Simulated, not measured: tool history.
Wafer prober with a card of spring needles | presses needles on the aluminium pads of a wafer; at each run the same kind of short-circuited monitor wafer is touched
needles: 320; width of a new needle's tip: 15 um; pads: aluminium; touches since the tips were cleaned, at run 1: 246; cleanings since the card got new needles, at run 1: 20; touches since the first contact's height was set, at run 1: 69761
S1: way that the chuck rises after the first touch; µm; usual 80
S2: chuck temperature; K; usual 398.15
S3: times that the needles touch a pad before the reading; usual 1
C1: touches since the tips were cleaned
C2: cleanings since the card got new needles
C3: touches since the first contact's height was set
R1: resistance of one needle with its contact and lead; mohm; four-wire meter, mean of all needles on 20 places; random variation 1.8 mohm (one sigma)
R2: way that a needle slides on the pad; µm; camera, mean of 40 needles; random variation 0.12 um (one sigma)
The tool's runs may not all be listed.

Run 1, day 0: usual settings; C1 246; C2 20; C3 69761. Result: R1 190 mohm, R2 16.15 µm.
Run 2, day 0.362: usual settings; C1 2767; C2 20; C3 72282. Result: R1 188 mohm, R2 16.2 µm.
At day 0.392: tips cleaned on abrasive film.
Run 3, day 0.775: usual settings; C1 2678; C2 21; C3 75138. Result: R1 188 mohm, R2 16.42 µm.
At day 0.825: tips cleaned on abrasive film.
Run 4, day 1.192: usual settings; C1 2557; C2 22; C3 78001. Result: R1 191 mohm, R2 16.37 µm.
At day 1.279: tips cleaned on abrasive film.
At day 1.729: tips cleaned on abrasive film.
Run 5, day 1.729: usual settings; C1 4; C2 24; C3 81688. Result: R1 188 mohm, R2 16.18 µm.
Run 6, day 2.146: usual settings; C1 2901; C2 24; C3 84585. Result: R1 185 mohm, R2 16.11 µm.
At day 2.183: tips cleaned on abrasive film.
At day 2.617: tips cleaned on abrasive film.
Run 7, day 2.617: usual settings; C1 0; C2 26; C3 87814. Result: R1 193 mohm, R2 16.27 µm.
At day 3.042: tips cleaned on abrasive film.
Run 8, day 3.042: usual settings but S2 305.15 K; C1 0; C2 27; C3 90723. Result: R1 174 mohm, R2 16.32 µm.
Run 9, day 3.312: usual settings; C1 1901; C2 27; C3 92624. Result: R1 191 mohm, R2 16.23 µm.
At day 3.471: tips cleaned on abrasive film.
Run 10, day 3.725: usual settings but S1 82 µm; C1 1774; C2 28; C3 95465. Result: R1 188 mohm, R2 16.7 µm.
At day 3.912: tips cleaned on abrasive film.
Run 11, day 4.233: usual settings; C1 2219; C2 29; C3 98961. Result: R1 192 mohm, R2 16.24 µm.
At day 4.342: tips cleaned on abrasive film.
At day 4.771: tips cleaned on abrasive film.
Run 12, day 4.771: usual settings but S3 3; C1 0; C2 31; C3 102655. Result: R1 190 mohm, R2 16.31 µm.
Run 13, day 5.133: usual settings but S1 63 µm; C1 2538; C2 31; C3 105193. Result: R1 195 mohm, R2 13.01 µm.
At day 5.221: tips cleaned on abrasive film.
Run 14, day 5.433: usual settings; C1 1497; C2 32; C3 107247. Result: R1 189 mohm, R2 16.22 µm.
At day 5.683: tips cleaned on abrasive film.
Run 15, day 5.833: usual settings but S1 83 µm; C1 1043; C2 33; C3 110010. Result: R1 192 mohm, R2 17.01 µm.
At day 6.133: tips cleaned on abrasive film.
Run 16, day 6.204: usual settings but S1 89 µm; C1 510; C2 34; C3 112560. Result: R1 186 mohm, R2 18.09 µm.
Run 17, day 6.438: usual settings but S1 95 µm, S2 310.15 K, S3 2; C1 2113; C2 34; C3 114163. Result: R1 169 mohm, R2 19.22 µm.
At day 6.554: tips cleaned on abrasive film.
Run 18, day 6.929: usual settings but S1 92 µm, S2 327.15 K; C1 2602; C2 35; C3 117571. Result: R1 176 mohm, R2 18.69 µm.
At day 6.996: tips cleaned on abrasive film.
Run 19, day 7.271: usual settings but S1 92 µm, S2 327.15 K; C1 1900; C2 36; C3 119912. Result: R1 173 mohm, R2 18.96 µm.
At day 7.429: tips cleaned on abrasive film.
Run 20, day 7.488: usual settings but S2 378.15 K; C1 391; C2 37; C3 121393. Result: R1 186 mohm, R2 16.25 µm.
At day 7.858: tips cleaned on abrasive film.
Run 21, day 7.971: usual settings but S1 61 µm; C1 772; C2 38; C3 124727. Result: R1 199 mohm, R2 12.47 µm.
Run 22, day 8.221: usual settings but S1 83 µm, S2 312.15 K, S3 2; C1 2520; C2 38; C3 126475. Result: R1 168 mohm, R2 17.06 µm.
At day 8.3: tips cleaned on abrasive film.
Run 23, day 8.525: usual settings but S1 98 µm, S2 301.15 K; C1 1550; C2 39; C3 128561. Result: R1 170 mohm, R2 19.95 µm.
At day 8.738: tips cleaned on abrasive film.
Run 24, day 8.954: usual settings but S1 83 µm, S2 380.15 K; C1 1524; C2 40; C3 131537. Result: R1 187 mohm, R2 16.85 µm.
At day 9.183: tips cleaned on abrasive film.
Run 25, day 9.279: usual settings but S1 83 µm, S2 312.15 K, S3 3; C1 651; C2 41; C3 133751. Result: R1 172 mohm, R2 17.16 µm.
Run 26, day 9.546: usual settings but S1 64 µm, S2 320.15 K; C1 2531; C2 41; C3 135631. Result: R1 178 mohm, R2 13.03 µm.
At day 9.621: tips cleaned on abrasive film.
Run 27, day 9.921: usual settings but S2 394.15 K, S3 3; C1 2084; C2 42; C3 138186. Result: R1 188 mohm, R2 16.19 µm.
At day 10.083: tips cleaned on abrasive film.
Run 28, day 10.321: usual settings but S1 68 µm, S2 303.15 K, S3 2; C1 1627; C2 43; C3 140942. Result: R1 173 mohm, R2 13.81 µm.
At day 10.512: tips cleaned on abrasive film.
Run 29, day 10.725: usual settings but S1 79 µm, S2 303.15 K, S3 2; C1 1459; C2 44; C3 143729. Result: R1 171 mohm, R2 16.18 µm.
At day 10.958: tips cleaned on abrasive film.
Run 30, day 11.217: usual settings but S1 96 µm, S2 385.15 K, S3 3; C1 1811; C2 45; C3 147146. Result: R1 181 mohm, R2 19.49 µm.
At day 11.396: tips cleaned on abrasive film.
Run 31, day 11.504: usual settings but S1 96 µm, S2 385.15 K, S3 3; C1 745; C2 46; C3 149104. Result: R1 182 mohm, R2 19.56 µm.
At day 11.821: tips cleaned on abrasive film.
Run 32, day 11.933: usual settings but S3 2; C1 791; C2 47; C3 152077. Result: R1 193 mohm, R2 16.33 µm.

5 ways to go on from here, each from the tool as it stands after run 32. What would each give?
Run A, day 12.167: usual settings but S1 72 µm; C1 2399; C2 47; C3 153685. Result: R1 ?, R2 ?.
Run B, day 12.167: usual settings but S1 75 µm, S2 302.15 K; C1 2399; C2 47; C3 153685. Result: R1 ?, R2 ?.
Run C, day 12.167: usual settings but S1 90 µm, S2 393.15 K; C1 2399; C2 47; C3 153685. Result: R1 ?, R2 ?.
Run D, day 12.167: usual settings but S1 96 µm, S2 369.15 K; C1 2399; C2 47; C3 153685. Result: R1 ?, R2 ?.
Run E, day 12.167: usual settings but S1 88 µm, S2 304.15 K, S3 2; C1 2399; C2 47; C3 153685. Result: R1 ?, R2 ?.

run   R1     R2
  A  191   14.5
  B  173  15.32
  C  186  18.29
  D  182  19.57
  E  171  17.94
Without the tool's hidden state the same runs would have given:
run   R1     R2
  A  190  14.51
  B  172  15.33
  C  186   18.3
  D  181  19.58
  E  171  17.96
